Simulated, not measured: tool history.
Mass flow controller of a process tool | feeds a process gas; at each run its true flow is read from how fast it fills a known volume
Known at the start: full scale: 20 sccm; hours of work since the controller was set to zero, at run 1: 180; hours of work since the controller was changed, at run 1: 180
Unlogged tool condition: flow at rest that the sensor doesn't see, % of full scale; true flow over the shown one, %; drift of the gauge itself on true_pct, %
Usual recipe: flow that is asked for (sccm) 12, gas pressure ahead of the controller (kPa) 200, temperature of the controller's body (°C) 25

run      day  flow that is asked for (sccm)  gas pressure ahead of the controller (kPa)  temperature of the controller's body (°C)  hours of work since the controller was set to zero  hours of work since the controller was changed  true flow (%)
  1        0                             12                                         200                                         25                                                 180                                             180          98.88
  2    7.112                             10                                         200                                         25                                                 250                                             250          98.81
  3   13.329                             10                                         200                                         25                                                 311                                             311          98.77
  4   20.962                             10                                         200                                         25                                                 387                                             387          98.78
  5   29.796                              4                                         200                                         25                                                 474                                             474          98.39
  6   35.733                             12                                         200                                         34                                                 532                                             532          98.93
  7   41.642                             12                                         200                                         34                                                 591                                             591           98.8
  8   49.962                             12                                         200                                         34                                                 673                                             673           98.9
  9   57.267                             12                                         200                                         34                                                 745                                             745           98.9
 10   65.904                             12                                         200                                         25                                                 830                                             830          99.27
 11   73.925                             12                                         200                                         29                                                 909                                             909          99.29
 12   79.354                              3                                         213                                         21                                                 962                                             962          99.26
 13   87.517                             17                                         212                                         36                                                1043                                            1043          99.76
 14   94.825                             12                                         266                                         22                                                1115                                            1115           99.7
 15  101.617                             12                                         266                                         22                                                1182                                            1182          99.79
 16  110.579                              9                                         200                                         25                                                1270                                            1270          99.24
 17  118.308                              9                                         146                                         22                                                1346                                            1346          99.16
 18  123.033                              4                                         166                                         25                                                1393                                            1393          99.27
 19  129.783                              4                                         166                                         25                                                1460                                            1460          99.28
 20  137.117                              4                                         238                                         29                                                1532                                            1532          99.35
 21  144.621                              6                                         226                                         28                                                1606                                            1606          99.21
 22  152.571                              2                                         274                                         26                                                1684                                            1684         101.07

Results per run with the tool's hidden condition removed, run-to-run variation unchanged:
run  true flow (%)
  1          98.77
  2          98.64
  3          98.57
  4          98.54
  5          97.82
  6          98.64
  7          98.49
  8          98.55
  9          98.52
 10          98.85
 11          98.83
 12           97.9
 13          99.33
 14          99.15
 15           99.2
 16          98.49
 17          98.37
 18          97.76
 19          97.71
 20           97.7
 21          97.95
 22          97.77
